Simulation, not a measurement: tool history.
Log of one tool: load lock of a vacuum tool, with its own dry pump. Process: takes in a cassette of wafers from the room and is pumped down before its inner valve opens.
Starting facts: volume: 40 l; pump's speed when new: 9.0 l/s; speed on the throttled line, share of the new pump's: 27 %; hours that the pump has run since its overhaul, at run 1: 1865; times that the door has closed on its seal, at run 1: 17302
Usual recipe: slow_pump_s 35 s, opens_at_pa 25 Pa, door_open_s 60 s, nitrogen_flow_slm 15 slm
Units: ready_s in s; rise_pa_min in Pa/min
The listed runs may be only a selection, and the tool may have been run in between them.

run	hour	slow_pump_s	opens_at_pa	door_open_s	nitrogen_flow_slm	hours that the pump has run since its overhaul	times that the door has closed on its seal	incoming humidity of the room's air, %	ready_s	rise_pa_min
1	0.0	35	25	60	15	1865	17302	44.9	62.1	0.030
2	101.6	35	25	60	5	1966	17663	46.5	63.2	0.045
3	205.8	35	25	49	15	2070	18033	44.5	61.4	0.032
4	302.9	35	25	49	15	2168	18379	46.3	62.7	0.029
5	374.1	35	25	49	15	2239	18632	45.5	62.4	0.033
6	479.5	35	25	49	15	2344	19006	45.0	62.0	0.025
7	599.6	35	25	169	15	2464	19433	47.9	63.0	0.044
8	724.9	35	25	169	15	2590	19878	44.6	62.2	0.043
9	838.7	35	25	60	15	2703	20283	46.3	62.2	0.034
10	933.7	35	25	43	15	2798	20620	43.9	61.9	0.029
11	1043.3	35	39	60	15	2908	21010	46.9	60.4	0.034
12	1135.5	35	40	60	15	3000	21338	45.8	60.8	0.034
13	1257.8	35	40	60	15	3122	21772	45.6	60.0	0.032
14	1321.9	35	25	60	15	3187	22000	45.5	62.2	0.032
15	1446.2	35	25	60	15	3311	22442	44.3	62.9	0.031
16	1502.3	35	25	150	15	3367	22641	45.1	62.5	0.042
17	1582.9	35	25	150	15	3447	22928	48.4	62.4	0.050
18	1677.5	35	25	150	15	3542	23264	46.1	62.6	0.046
19	1766.0	35	25	60	15	3631	23578	44.1	62.5	0.035
20	1877.8	35	25	200	43	3742	23976	47.5	63.4	0.036
21	1960.6	55	41	30	21	3825	24270	42.9	74.5	0.023
22	2088.5	55	23	36	24	3953	24724	43.5	76.5	0.023
23	2190.3	18	20	36	24	4055	25087	42.3	51.4	0.025
24	2266.0	18	20	36	24	4131	25355	45.4	51.2	0.028
25	2362.6	52	36	60	15	4227	25699	47.0	73.0	0.036
26	2456.5	26	47	200	4	4321	26032	46.3	54.1	0.058
27	2564.4	19	43	60	15	4429	26416	45.2	48.5	0.034
28	2670.8	35	42	74	21	4535	26794	43.0	60.1	0.029
29	2780.7	20	46	213	8	4645	27185	46.4	49.3	0.060
30	2862.7	49	25	46	15	4727	27476	42.3	72.2	0.026
31	2924.5	53	25	46	29	4789	27696	45.2	76.6	0.026
32	3040.2	54	39	26	28	4905	28107	43.6	74.9	0.024
33	3125.9	35	25	62	15	4990	28411	44.9	62.1	0.035
34	3241.9	35	25	173	19	5107	28824	44.9	62.9	0.042
35	3313.1	35	25	173	19	5178	29077	44.0	62.7	0.041
36	3384.8	56	36	191	13	5249	29332	41.9	76.0	0.045
37	3440.0	56	36	191	13	5305	29528	45.2	75.6	0.049
38	3533.1	35	35	33	15	5398	29859	44.9	60.8	0.025

Here are 3 independent what-if runs from the current tool condition. What would each one return?
A	3614.6	36	25	29	17	5479	30148	43.3	?	?
B	3614.6	35	45	60	15	5479	30148	43.2	?	?
C	3614.6	35	25	51	15	5479	30148	44.5	?	?

run	ready_s	rise_pa_min
A	62.8	0.029
B	60.2	0.035
C	62.9	0.027
What these runs would have given with no unlogged condition in the tool:
run	ready_s	rise_pa_min
A	62.8	0.028
B	60.2	0.034
C	62.8	0.026
